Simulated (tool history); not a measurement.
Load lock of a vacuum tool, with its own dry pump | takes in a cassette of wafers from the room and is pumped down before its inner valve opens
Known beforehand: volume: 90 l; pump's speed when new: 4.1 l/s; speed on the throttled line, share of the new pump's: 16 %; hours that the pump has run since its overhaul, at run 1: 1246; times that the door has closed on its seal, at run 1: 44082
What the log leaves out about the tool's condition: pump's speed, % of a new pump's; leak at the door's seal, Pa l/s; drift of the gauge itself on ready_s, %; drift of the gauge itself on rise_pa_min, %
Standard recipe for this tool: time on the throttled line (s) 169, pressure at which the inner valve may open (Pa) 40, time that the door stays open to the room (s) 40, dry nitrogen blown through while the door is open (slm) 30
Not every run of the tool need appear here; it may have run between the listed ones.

| run | hour | time on the throttled line (s) | pressure at which the inner valve may open (Pa) | time that the door stays open to the room (s) | dry nitrogen blown through while the door is open (slm) | hours that the pump has run since its overhaul | times that the door has closed on its seal | incoming humidity of the room's air, % | time from the closed door until the inner valve may open (s) | rise of the pressure with all valves shut (Pa/min) |
|---|---|---|---|---|---|---|---|---|---|---|
| 1 | 0.0 | 169 | 40 | 40 | 30 | 1246 | 44082 | 41.9 | 316.3 | 0.167 |
| 2 | 282.5 | 169 | 40 | 40 | 30 | 1529 | 45321 | 46.6 | 317.0 | 0.174 |
| 3 | 510.5 | 187 | 40 | 40 | 30 | 1757 | 46321 | 45.0 | 333.6 | 0.185 |
| 4 | 697.1 | 187 | 40 | 40 | 30 | 1943 | 47140 | 44.8 | 334.4 | 0.180 |
| 5 | 993.0 | 187 | 40 | 40 | 30 | 2239 | 48438 | 45.7 | 333.5 | 0.187 |
| 6 | 1276.5 | 187 | 40 | 40 | 30 | 2523 | 49681 | 45.5 | 337.0 | 0.200 |
| 7 | 1464.6 | 187 | 40 | 40 | 30 | 2711 | 50507 | 45.8 | 336.6 | 0.206 |
| 8 | 1769.7 | 187 | 40 | 40 | 30 | 3016 | 51845 | 43.1 | 338.0 | 0.214 |
| 9 | 2058.0 | 187 | 30 | 40 | 30 | 3304 | 53110 | 46.2 | 345.8 | 0.230 |
| 10 | 2385.1 | 187 | 30 | 40 | 30 | 3631 | 54544 | 45.1 | 349.0 | 0.237 |

Expected results for the next run?
| 11 | 2638.8 | 169 | 71 | 40 | 30 | 3885 | 55657 | 40.8 | ? | ? |

{"run 11": {"time from the closed door until the inner valve may open (s)": 312.1, "rise of the pressure with all valves shut (Pa/min)": 0.237}}
Take away the tool's hidden state, keep the run-to-run variation as it was, and the same run would have given time from the closed door until the inner valve may open (s) 300.0, rise of the pressure with all valves shut (Pa/min) 0.009.
